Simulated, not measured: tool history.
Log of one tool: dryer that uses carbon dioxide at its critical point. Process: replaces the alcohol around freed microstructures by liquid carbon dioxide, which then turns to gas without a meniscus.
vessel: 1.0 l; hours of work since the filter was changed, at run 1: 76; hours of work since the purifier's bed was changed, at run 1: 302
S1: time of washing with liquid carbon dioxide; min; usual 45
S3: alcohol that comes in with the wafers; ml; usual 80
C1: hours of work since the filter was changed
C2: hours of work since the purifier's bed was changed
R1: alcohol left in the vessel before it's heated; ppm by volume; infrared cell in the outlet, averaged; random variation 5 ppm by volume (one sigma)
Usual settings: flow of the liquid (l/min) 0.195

run 1 hour=0 | S1=45 flow_of_the_liquid_(l/min)=0.195 S3=80 | C1=76 C2=302 | R1=119
run 2 hour=29.4 | S1=45 flow_of_the_liquid_(l/min)=0.195 S3=76 | C1=93 C2=318 | R1=132
run 3 hour=64.4 | S1=45 flow_of_the_liquid_(l/min)=0.195 S3=38 | C1=112 C2=338 | R1=107
run 4 hour=82.9 | S1=45 flow_of_the_liquid_(l/min)=0.204 S3=38 | C1=123 C2=348 | R1=112
run 5 hour=110.2 | S1=45 flow_of_the_liquid_(l/min)=0.195 S3=80 | C1=138 C2=364 | R1=159
run 6 hour=148.1 | S1=45 flow_of_the_liquid_(l/min)=0.195 S3=80 | C1=159 C2=385 | R1=168
run 7 hour=180.1 | S1=45 flow_of_the_liquid_(l/min)=0.276 S3=80 | C1=177 C2=403 | R1=107
run 8 hour=211.2 | S1=45 flow_of_the_liquid_(l/min)=0.276 S3=80 | C1=194 C2=420 | R1=101
-- hour=213.9 inlet filter changed
run 9 hour=251 | S1=45 flow_of_the_liquid_(l/min)=0.276 S3=80 | C1=21 C2=442 | R1=105
run 10 hour=274.8 | S1=45 flow_of_the_liquid_(l/min)=0.195 S3=30 | C1=34 C2=455 | R1=120
run 11 hour=293.6 | S1=45 flow_of_the_liquid_(l/min)=0.195 S3=30 | C1=45 C2=466 | R1=128
run 12 hour=330.5 | S1=45 flow_of_the_liquid_(l/min)=0.195 S3=88 | C1=65 C2=486 | R1=157
run 13 hour=364.8 | S1=45 flow_of_the_liquid_(l/min)=0.273 S3=88 | C1=84 C2=505 | R1=125
run 14 hour=382.2 | S1=45 flow_of_the_liquid_(l/min)=0.273 S3=88 | C1=94 C2=515 | R1=127
run 15 hour=398.1 | S1=45 flow_of_the_liquid_(l/min)=0.273 S3=88 | C1=103 C2=524 | R1=131
run 16 hour=430.3 | S1=45 flow_of_the_liquid_(l/min)=0.273 S3=88 | C1=121 C2=542 | R1=126
run 17 hour=448.7 | S1=47 flow_of_the_liquid_(l/min)=0.195 S3=80 | C1=131 C2=552 | R1=191
run 18 hour=485.3 | S1=45 flow_of_the_liquid_(l/min)=0.195 S3=80 | C1=152 C2=573 | R1=204
run 19 hour=518.1 | S1=64 flow_of_the_liquid_(l/min)=0.195 S3=80 | C1=170 C2=591 | R1=149
run 20 hour=538.9 | S1=64 flow_of_the_liquid_(l/min)=0.195 S3=80 | C1=182 C2=603 | R1=150
run 21 hour=555.6 | S1=45 flow_of_the_liquid_(l/min)=0.166 S3=80 | C1=191 C2=612 | R1=403
-- hour=563.8 inlet filter changed
run 22 hour=579.5 | S1=45 flow_of_the_liquid_(l/min)=0.195 S3=80 | C1=9 C2=625 | R1=181
run 23 hour=607.1 | S1=45 flow_of_the_liquid_(l/min)=0.195 S3=80 | C1=24 C2=640 | R1=187
run 24 hour=632.7 | S1=45 flow_of_the_liquid_(l/min)=0.195 S3=80 | C1=39 C2=655 | R1=196
run 25 hour=664.3 | S1=45 flow_of_the_liquid_(l/min)=0.172 S3=24 | C1=56 C2=672 | R1=190
run 26 hour=701.2 | S1=45 flow_of_the_liquid_(l/min)=0.172 S3=24 | C1=77 C2=693 | R1=202
run 27 hour=718.2 | S1=32 flow_of_the_liquid_(l/min)=0.302 S3=90 | C1=86 C2=703 | R1=186
run 28 hour=739.2 | S1=32 flow_of_the_liquid_(l/min)=0.172 S3=37 | C1=98 C2=714 | R1=548
run 29 hour=772.1 | S1=53 flow_of_the_liquid_(l/min)=0.238 S3=53 | C1=117 C2=733 | R1=180
run 30 hour=803 | S1=53 flow_of_the_liquid_(l/min)=0.238 S3=53 | C1=134 C2=750 | R1=194
run 31 hour=832.9 | S1=53 flow_of_the_liquid_(l/min)=0.238 S3=53 | C1=151 C2=767 | R1=187
run 32 hour=860.7 | S1=35 flow_of_the_liquid_(l/min)=0.297 S3=72 | C1=166 C2=782 | R1=197
-- hour=884 purifier's bed changed
run 33 hour=899.7 | S1=35 flow_of_the_liquid_(l/min)=0.297 S3=72 | C1=186 C2=9 | R1=22
-- hour=918.3 inlet filter changed
run 34 hour=932.8 | S1=45 flow_of_the_liquid_(l/min)=0.195 S3=21 | C1=8 C2=27 | R1=18
run 35 hour=967.2 | S1=45 flow_of_the_liquid_(l/min)=0.195 S3=21 | C1=27 C2=46 | R1=21
run 36 hour=987.8 | S1=36 flow_of_the_liquid_(l/min)=0.195 S3=48 | C1=39 C2=58 | R1=120
run 37 hour=1011 | S1=36 flow_of_the_liquid_(l/min)=0.185 S3=63 | C1=52 C2=70 | R1=220
run 38 hour=1029.1 | S1=43 flow_of_the_liquid_(l/min)=0.185 S3=63 | C1=62 C2=81 | R1=92
run 39 hour=1045.3 | S1=43 flow_of_the_liquid_(l/min)=0.185 S3=63 | C1=71 C2=90 | R1=103
run 40 hour=1082.2 | S1=43 flow_of_the_liquid_(l/min)=0.185 S3=63 | C1=92 C2=110 | R1=119
run 41 hour=1107.3 | S1=43 flow_of_the_liquid_(l/min)=0.185 S3=63 | C1=106 C2=124 | R1=121
run 42 hour=1141.3 | S1=43 flow_of_the_liquid_(l/min)=0.185 S3=63 | C1=125 C2=143 | R1=126
run 43 hour=1161.1 | S1=43 flow_of_the_liquid_(l/min)=0.185 S3=63 | C1=136 C2=154 | R1=142
run 44 hour=1178.3 | S1=28 flow_of_the_liquid_(l/min)=0.208 S3=80 | C1=145 C2=164 | R1=743
run 45 hour=1204.4 | S1=45 flow_of_the_liquid_(l/min)=0.263 S3=54 | C1=160 C2=179 | R1=53
run 46 hour=1229.2 | S1=45 flow_of_the_liquid_(l/min)=0.219 S3=80 | C1=174 C2=193 | R1=86
run 47 hour=1250 | S1=37 flow_of_the_liquid_(l/min)=0.195 S3=66 | C1=186 C2=204 | R1=299
-- hour=1268 inlet filter changed
run 48 hour=1271.9 | S1=29 flow_of_the_liquid_(l/min)=0.127 S3=87 | C1=2 C2=216 | R1=3613

Forecast each of these 3 alternatives for the next run:
run A hour=1305.9 | S1=29 flow_of_the_liquid_(l/min)=0.182 S3=46 | C1=21 C2=235 | R1=?
run B hour=1305.9 | S1=33 flow_of_the_liquid_(l/min)=0.176 S3=52 | C1=21 C2=235 | R1=?
run C hour=1305.9 | S1=29 flow_of_the_liquid_(l/min)=0.174 S3=87 | C1=21 C2=235 | R1=?

run=A R1=501
run=B R1=387
run=C R1=1092
Without the tool's hidden state the same runs would have given:
run=A R1=406
run=B R1=299
run=C R1=950
